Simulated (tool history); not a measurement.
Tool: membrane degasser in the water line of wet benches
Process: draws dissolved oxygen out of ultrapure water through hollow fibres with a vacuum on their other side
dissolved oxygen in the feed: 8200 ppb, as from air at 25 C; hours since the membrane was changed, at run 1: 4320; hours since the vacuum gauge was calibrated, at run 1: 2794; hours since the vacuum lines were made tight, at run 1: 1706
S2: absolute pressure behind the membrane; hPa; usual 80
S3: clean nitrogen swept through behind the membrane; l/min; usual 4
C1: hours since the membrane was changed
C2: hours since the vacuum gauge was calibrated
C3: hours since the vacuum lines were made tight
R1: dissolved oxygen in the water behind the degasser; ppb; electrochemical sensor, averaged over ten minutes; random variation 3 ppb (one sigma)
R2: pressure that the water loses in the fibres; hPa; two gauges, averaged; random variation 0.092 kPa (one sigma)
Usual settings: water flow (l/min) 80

Run 1, day 0: usual settings; C1 4320; C2 2794; C3 1706. Result: R1 523.5 ppb, R2 377.9 hPa.
Run 2, day 4.629: usual settings; C1 4431; C2 2905; C3 1817. Result: R1 519.8 ppb, R2 377.4 hPa.
Run 3, day 8.308: usual settings; C1 4520; C2 2994; C3 1905. Result: R1 526.4 ppb, R2 378.5 hPa.
Run 4, day 11.367: usual settings; C1 4593; C2 3067; C3 1978. Result: R1 525.6 ppb, R2 378.6 hPa.
Run 5, day 15.342: usual settings; C1 4688; C2 3163; C3 2074. Result: R1 522.3 ppb, R2 380 hPa.
Run 6, day 18.517: usual settings; C1 4765; C2 3239; C3 2150. Result: R1 523.9 ppb, R2 377.3 hPa.
Run 7, day 22.796: usual settings but S2 81.9 hPa; C1 4867; C2 3341; C3 2253. Result: R1 529.3 ppb, R2 377.2 hPa.
Run 8, day 26.196: usual settings; C1 4949; C2 3423; C3 2334. Result: R1 521 ppb, R2 379.1 hPa.
At day 30.379: vacuum gauge calibrated.
Run 9, day 31.9: usual settings; C1 5085; C2 36; C3 2471. Result: R1 520.5 ppb, R2 379.4 hPa.
Run 10, day 37.133: usual settings; C1 5211; C2 162; C3 2596. Result: R1 520.5 ppb, R2 380.3 hPa.
Run 11, day 42.938: usual settings; C1 5350; C2 301; C3 2736. Result: R1 521.3 ppb, R2 380.9 hPa.
Run 12, day 46.075: usual settings; C1 5425; C2 377; C3 2811. Result: R1 519.7 ppb, R2 380.7 hPa.
Run 13, day 50.225: usual settings but water flow (l/min) 75, S2 100.2 hPa; C1 5525; C2 476; C3 2911. Result: R1 546.4 ppb, R2 358.3 hPa.
Run 14, day 54.65: usual settings but water flow (l/min) 53, S3 3.46 l/min; C1 5631; C2 583; C3 3017. Result: R1 285.2 ppb, R2 254.1 hPa.
Run 15, day 59.292: usual settings but water flow (l/min) 53, S3 3.46 l/min; C1 5743; C2 694; C3 3128. Result: R1 284.5 ppb, R2 253.2 hPa.
Run 16, day 62.704: usual settings but water flow (l/min) 48, S2 60.1 hPa, S3 7.28 l/min; C1 5825; C2 776; C3 3210. Result: R1 136.9 ppb, R2 227.6 hPa.
Run 17, day 67.188: usual settings but water flow (l/min) 48, S2 60.1 hPa, S3 7.28 l/min; C1 5932; C2 883; C3 3318. Result: R1 136.2 ppb, R2 229 hPa.
Run 18, day 71.6: usual settings but water flow (l/min) 61, S3 1.68 l/min; C1 6038; C2 989; C3 3424. Result: R1 508.1 ppb, R2 291.5 hPa.
At day 72.704: gauge calibrated.
Run 19, day 75.254: usual settings but water flow (l/min) 61, S3 1.68 l/min; C1 6126; C2 1077; C3 3511. Result: R1 512.6 ppb, R2 287.6 hPa.
Run 20, day 80.404: usual settings but S2 180 hPa, S3 1.94 l/min; C1 6249; C2 1201; C3 3635. Result: R1 1333.6 ppb, R2 377.6 hPa.
Run 21, day 85.954: usual settings but S2 125.4 hPa, S3 6.25 l/min; C1 6383; C2 1334; C3 3768. Result: R1 574.8 ppb, R2 376.8 hPa.
Run 22, day 91.333: usual settings but S2 90 hPa; C1 6512; C2 1463; C3 3897. Result: R1 555 ppb, R2 377.7 hPa.
Run 23, day 94.85: usual settings but S2 90 hPa; C1 6596; C2 1547; C3 3982. Result: R1 558.5 ppb, R2 380.2 hPa.

4 ways to go on from here, each from the tool as it stands after run 23. What would each give?
Run A, day 100.433: usual settings but water flow (l/min) 82, S2 82 hPa, S3 5.03 l/min; C1 6730; C2 1681; C3 4116. Result: R1 ?, R2 ?.
Run B, day 100.433: usual settings but water flow (l/min) 121, S2 90 hPa; C1 6730; C2 1681; C3 4116. Result: R1 ?, R2 ?.
Run C, day 100.433: usual settings but S2 113.6 hPa, S3 3.15 l/min; C1 6730; C2 1681; C3 4116. Result: R1 ?, R2 ?.
Run D, day 100.433: usual settings but S2 105.9 hPa; C1 6730; C2 1681; C3 4116. Result: R1 ?, R2 ?.

run     R1     R2
  A  513.7  388.8
  B    998  572.9
  C  722.2    379
  D  625.7  378.8
Without the tool's hidden state the same runs would have given:
run     R1     R2
  A  512.8  386.7
  B  996.7  569.8
  C  721.3    377
  D  624.9  376.8
